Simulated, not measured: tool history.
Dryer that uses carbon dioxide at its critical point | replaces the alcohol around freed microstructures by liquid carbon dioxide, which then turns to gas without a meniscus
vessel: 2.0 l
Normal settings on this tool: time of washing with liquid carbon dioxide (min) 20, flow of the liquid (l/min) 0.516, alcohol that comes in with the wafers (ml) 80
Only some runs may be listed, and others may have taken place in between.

run     day  time of washing with liquid carbon dioxide (min)  flow of the liquid (l/min)  alcohol that comes in with the wafers (ml)  alcohol left in the vessel before it's heated (ppm by volume)
  1   0.000                                                20                       0.516                                          80                                                            446
  2   0.517                                                20                       0.516                                          80                                                            465
  3   1.342                                                20                       0.516                                          80                                                            464
  4   2.300                                                20                       0.516                                          80                                                            483
  5   3.162                                                20                       0.516                                          80                                                            482
  6   3.754                                                20                       0.516                                          80                                                            505
  7   4.479                                                25                       0.516                                          80                                                            193
  8   5.146                                                20                       0.516                                          80                                                            532
  9   5.771                                                20                       0.516                                          80                                                            540
      5.979  -- inlet filter changed
 10   6.933                                                20                       0.516                                          80                                                            412
 11   7.529                                                20                       0.343                                          80                                                           1719
 12   8.750                                                20                       0.516                                          80                                                            443
 13   9.354                                                20                       0.516                                          80                                                            446
 14  10.504                                                20                       0.516                                          80                                                            452
 15  11.225                                                20                       0.697                                          80                                                            139
 16  12.075                                                20                       0.516                                          28                                                            188
 17  13.250                                                20                       0.516                                          28                                                            199
 18  14.129                                                30                       0.514                                          28                                                             66
 19  15.067                                                22                       0.411                                          28                                                            327
 20  15.708                                                15                       0.516                                          60                                                           1139
 21  16.250                                                15                       0.516                                          73                                                           1381
 22  17.067                                                15                       0.516                                          73                                                           1450
     17.446  -- inlet filter changed
 23  18.300                                                15                       0.516                                          73                                                           1164
 24  19.200                                                15                       0.516                                          21                                                            377
 25  20.421                                                15                       0.516                                          21                                                            364
 26  21.325                                                21                       0.335                                          38                                                            853
 27  22.092                                                21                       0.335                                          38                                                            812
 28  22.708                                                21                       0.335                                          31                                                            735

Run 29, settings as shown, results not yet in. Your forecast:
 29  23.742                                                20                       0.335                                          33                                                              ?

Run 29 yielded alcohol left in the vessel before it's heated (ppm by volume) 876.
With no hidden state in the tool, this same run would have given alcohol left in the vessel before it's heated (ppm by volume) 733.
